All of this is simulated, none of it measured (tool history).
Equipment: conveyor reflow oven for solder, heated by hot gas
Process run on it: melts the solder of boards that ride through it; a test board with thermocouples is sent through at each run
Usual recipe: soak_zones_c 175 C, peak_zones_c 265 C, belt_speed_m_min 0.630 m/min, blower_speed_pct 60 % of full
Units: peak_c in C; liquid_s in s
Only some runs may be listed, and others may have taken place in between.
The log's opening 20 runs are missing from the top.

run	day	soak_zones_c	peak_zones_c	belt_speed_m_min	blower_speed_pct	peak_c	liquid_s
21	16.971	162	270	0.698	54	242.0	37.0
22	17.438	175	275	0.630	60	255.3	58.1
23	18.129	182	265	0.630	59	247.5	55.7
24	18.604	175	256	0.630	60	238.2	44.2
25	19.383	175	270	0.630	60	250.6	55.4
26	19.917	175	270	0.630	60	251.4	55.4
27	20.992	184	268	0.617	80	255.5	64.1
28	21.504	184	268	0.617	80	255.2	64.9
29	21.992	184	268	0.617	80	255.2	65.0
30	22.950	175	265	0.594	60	249.0	57.2

Forecast each of these 4 alternatives for the next run:
A	23.954	175	269	0.561	60	?	?
B	23.954	174	265	0.628	77	?	?
C	23.954	189	265	0.630	60	?	?
D	23.954	181	256	0.623	60	?	?

run	peak_c	liquid_s
A	253.1	65.6
B	250.2	55.9
C	248.8	60.1
D	241.0	48.7
The same runs, with their run-to-run variation unchanged, on a tool lacking any hidden condition would have given:
run	peak_c	liquid_s
A	253.1	65.7
B	250.3	56.0
C	248.9	60.2
D	241.0	48.8
